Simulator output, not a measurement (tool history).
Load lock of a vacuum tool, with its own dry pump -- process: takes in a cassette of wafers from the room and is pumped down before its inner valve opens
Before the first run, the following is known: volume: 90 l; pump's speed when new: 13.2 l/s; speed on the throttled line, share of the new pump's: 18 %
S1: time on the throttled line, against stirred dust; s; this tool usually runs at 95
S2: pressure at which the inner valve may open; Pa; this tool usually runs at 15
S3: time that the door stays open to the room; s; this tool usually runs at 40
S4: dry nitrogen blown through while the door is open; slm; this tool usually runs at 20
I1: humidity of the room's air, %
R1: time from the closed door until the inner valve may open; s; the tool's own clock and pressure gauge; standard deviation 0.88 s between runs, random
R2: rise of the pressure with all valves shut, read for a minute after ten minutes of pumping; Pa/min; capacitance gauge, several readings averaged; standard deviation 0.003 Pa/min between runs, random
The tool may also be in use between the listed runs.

run 1 hour=0 | S1=95 S2=15 S3=40 S4=20 | I1=43 | R1=139.7 R2=0.098
run 2 hour=96.7 | S1=95 S2=15 S3=40 S4=20 | I1=44.5 | R1=140.3 R2=0.098
run 3 hour=266.3 | S1=95 S2=15 S3=40 S4=20 | I1=46.2 | R1=140.1 R2=0.102
run 4 hour=393.7 | S1=95 S2=15 S3=40 S4=20 | I1=45.4 | R1=139.8 R2=0.109
run 5 hour=531.4 | S1=95 S2=13 S3=40 S4=20 | I1=46.7 | R1=140.6 R2=0.106
run 6 hour=683.3 | S1=95 S2=13 S3=40 S4=20 | I1=44.4 | R1=142 R2=0.113
run 7 hour=765.7 | S1=95 S2=13 S3=40 S4=20 | I1=44.7 | R1=141.7 R2=0.112
run 8 hour=925.8 | S1=95 S2=13 S3=40 S4=20 | I1=42.1 | R1=142 R2=0.114
run 9 hour=1074.1 | S1=95 S2=24 S3=40 S4=20 | I1=45.7 | R1=136.4 R2=0.123
run 10 hour=1235.2 | S1=95 S2=24 S3=40 S4=20 | I1=45.9 | R1=136.8 R2=0.125
run 11 hour=1386.4 | S1=95 S2=24 S3=39 S4=20 | I1=46.1 | R1=138.9 R2=0.131
run 12 hour=1538 | S1=95 S2=24 S3=39 S4=20 | I1=42.9 | R1=138.6 R2=0.129
run 13 hour=1691.4 | S1=95 S2=24 S3=39 S4=20 | I1=47 | R1=137.8 R2=0.14

Run 14 is up next; what results do you expect?
run 14 hour=1814.7 | S1=95 S2=24 S3=39 S4=20 | I1=47.6 | R1=? R2=?

{"run 14": {"R1": 137.7, "R2": 0.139}}
Minus the tool's unlogged condition, the same run would have read R1 134.4 s, R2 0.012 Pa/min.
